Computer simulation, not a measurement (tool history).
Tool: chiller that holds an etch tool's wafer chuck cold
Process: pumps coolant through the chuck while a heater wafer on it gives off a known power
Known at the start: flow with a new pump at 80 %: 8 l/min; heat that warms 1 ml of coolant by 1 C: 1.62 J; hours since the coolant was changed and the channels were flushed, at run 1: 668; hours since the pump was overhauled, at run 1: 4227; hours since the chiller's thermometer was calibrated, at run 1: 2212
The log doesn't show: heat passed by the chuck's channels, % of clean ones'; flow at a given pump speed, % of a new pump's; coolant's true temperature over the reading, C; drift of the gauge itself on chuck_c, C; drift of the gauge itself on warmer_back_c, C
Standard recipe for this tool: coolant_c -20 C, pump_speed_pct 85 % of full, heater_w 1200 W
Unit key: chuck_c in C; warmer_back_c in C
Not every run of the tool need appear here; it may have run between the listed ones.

run,day,coolant_c,pump_speed_pct,heater_w,hours since the coolant was changed and the channels were flushed,hours since the pump was overhauled,hours since the chiller's thermometer was calibrated,chuck_c,warmer_back_c
1,0.000,-20,85,1200,668,4227,2212,-5.2,5.18
2,9.221,-20,85,1200,890,4448,2434,-5.2,5.12
3,15.700,-20,85,1200,1045,4604,2589,-5.1,5.15
# day 19.754: chiller's thermometer calibrated
4,19.879,-20,85,1200,1144,4703,3,-5.1,5.16
5,27.183,-20,85,1200,1320,4878,178,-5.3,5.22
6,36.704,-20,85,1200,1548,5107,407,-5.3,5.22
7,41.467,-20,85,1200,1662,5221,521,-5.1,5.16
8,48.762,-20,85,1200,1838,5396,696,-5.3,5.05
9,53.762,-11,85,787,1958,5516,816,-1.4,3.41
10,58.562,-11,95,888,2073,5631,931,-0.9,3.36
11,63.404,-26,85,686,2189,5748,1048,-17.6,2.98
12,68.617,-16,77,1024,2314,5873,1173,-2.5,4.88
13,76.217,-28,85,1151,2496,6055,1355,-13.8,4.98
14,83.671,-28,85,1151,2675,6234,1534,-13.7,5.00
15,89.500,-12,85,1091,2815,6374,1674,1.5,4.80

Alternative continuations, all from the tool just after run 15; predict every row:
A,93.921,-10,90,685,2921,6480,1780,?,?
B,93.921,-12,66,798,2921,6480,1780,?,?
C,93.921,-22,69,737,2921,6480,1780,?,?

run,chuck_c,warmer_back_c
A,-1.8,2.80
B,0.0,4.62
C,-11.4,4.09
Without the tool's unlogged condition, the same runs would have read:
run,chuck_c,warmer_back_c
A,-1.9,2.80
B,0.0,4.62
C,-11.4,4.09
